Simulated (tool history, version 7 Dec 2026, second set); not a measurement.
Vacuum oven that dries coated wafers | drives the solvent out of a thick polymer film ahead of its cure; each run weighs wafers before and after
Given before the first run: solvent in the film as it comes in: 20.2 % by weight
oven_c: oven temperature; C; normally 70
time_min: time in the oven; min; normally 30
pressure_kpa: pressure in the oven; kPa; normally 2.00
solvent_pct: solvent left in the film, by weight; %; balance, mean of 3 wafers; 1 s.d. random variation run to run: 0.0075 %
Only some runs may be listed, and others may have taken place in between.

run,day,oven_c,time_min,pressure_kpa,solvent_pct
1,0.000,70,30,2.00,1.511
2,2.071,70,30,2.00,1.519
3,4.254,70,30,1.24,1.297
4,7.771,70,30,2.00,1.516
5,11.008,70,26,2.00,1.928
6,13.883,70,26,2.00,1.926
7,17.446,70,26,2.00,1.934
8,19.088,70,26,6.21,3.196
9,20.942,70,28,6.21,2.973
10,24.100,70,28,6.21,2.978
# day 27.108: oven's thermocouples calibrated
11,28.021,77,30,2.00,0.748
# day 29.504: vacuum gauge cleaned of residue and calibrated
12,30.854,77,30,2.00,0.745
13,34.900,77,30,2.00,0.750
14,36.738,77,30,2.00,0.737
15,39.721,70,30,5.37,2.569
16,41.392,70,30,5.37,2.543
17,44.204,70,30,5.37,2.547
18,47.812,70,30,5.37,2.550
19,51.650,71,50,1.59,0.584
20,53.788,70,17,2.00,3.735
21,56.342,70,17,2.00,3.727
22,59.017,76,30,1.16,0.630
23,61.358,76,30,1.16,0.626
24,64.958,78,30,6.13,1.608
25,68.067,70,30,2.65,1.719
26,72.021,63,30,7.41,5.057
27,74.117,71,43,7.01,2.324
28,76.146,71,43,7.01,2.338
29,79.104,79,30,7.18,1.746
30,83.025,57,29,2.00,4.901
31,85.950,57,29,2.00,4.904
# day 88.554: vacuum gauge cleaned of residue and calibrated
32,89.062,70,29,6.02,2.835
33,91.946,70,29,6.02,2.832
34,95.500,76,28,2.00,0.901
35,97.412,78,30,2.00,0.673
36,99.300,70,30,3.53,1.986

Each row is a separate what-if for the run after 36, all from the same tool condition, not one after another. Results?
A,101.762,76,24,2.00,?
B,101.762,70,31,2.16,?
C,101.762,59,26,3.53,?
D,101.762,57,34,3.53,?
E,101.762,81,25,2.73,?

run,solvent_pct
A,1.204
B,1.494
C,5.469
D,4.834
E,0.815
Had the tool no hidden state, the same runs would have come out as:
run,solvent_pct
A,1.206
B,1.496
C,5.473
D,4.838
E,0.816
